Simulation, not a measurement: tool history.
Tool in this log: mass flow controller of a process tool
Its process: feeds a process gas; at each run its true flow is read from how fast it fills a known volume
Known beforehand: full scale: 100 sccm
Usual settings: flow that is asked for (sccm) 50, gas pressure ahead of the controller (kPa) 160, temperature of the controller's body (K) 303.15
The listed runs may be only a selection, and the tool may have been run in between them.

run	hour	flow that is asked for (sccm)	gas pressure ahead of the controller (kPa)	temperature of the controller's body (K)	true flow (%)
1	0	50	160	303.15	98.99
2	190.9	50	160	303.15	98.87
3	442.6	50	160	303.15	98.83
4	663.2	50	160	303.15	98.75
5	918.7	50	160	303.15	98.74
6	1168.3	50	160	303.15	98.93
7	1393.5	50	160	303.15	98.83
8	1598	50	160	303.15	98.85
9	1813.3	50	160	303.15	98.74
10	2015	50	160	303.15	98.84
11	2292.5	50	160	303.15	98.76
12	2530.2	50	160	303.15	98.9
13	2850.9	50	142	303.15	98.76
14	3008.2	50	142	303.15	98.73
15	3349.8	50	142	303.15	98.7
16	3538.1	50	160	303.15	98.84
17	3850.6	50	160	303.15	98.91
18	4079.3	50	160	303.15	98.8
19	4396.9	19	160	303.15	100.14
20	4644.7	23	160	294.15	99.82
21	4899.5	23	160	294.15	99.75
22	5112.9	43	276	294.15	99.9
23	5327.4	43	276	294.15	99.88
24	5582.7	43	276	294.15	99.94
25	5808.8	43	276	294.15	99.91
26	5957.4	33	245	294.15	99.85
27	6238.6	50	189	308.15	98.75
28	6437.5	50	189	308.15	98.88
29	6616.7	50	189	308.15	98.91
30	6914.6	23	234	294.15	100.46
31	7188.8	50	186	310.15	98.9
32	7363.8	52	200	297.15	99.19
# hour 7631.8: controller's zero set anew
33	7631.8	52	200	297.15	98.16
34	7873.1	52	200	297.15	98.14

Below are 5 alternative next runs, each starting from the tool's condition after run 34. Predict each:
A	8102.1	52	171	306.15	?
B	8102.1	14	200	297.15	?
C	8102.1	78	160	303.15	?
D	8102.1	52	147	311.15	?
E	8102.1	50	160	299.15	?

run	true flow (%)
A	97.61
B	97.82
C	97.97
D	97.39
E	97.67
Stripped of hidden state, with their random variation kept, the same runs would have yielded:
run	true flow (%)
A	98.97
B	99.03
C	99.35
D	98.76
E	99.03
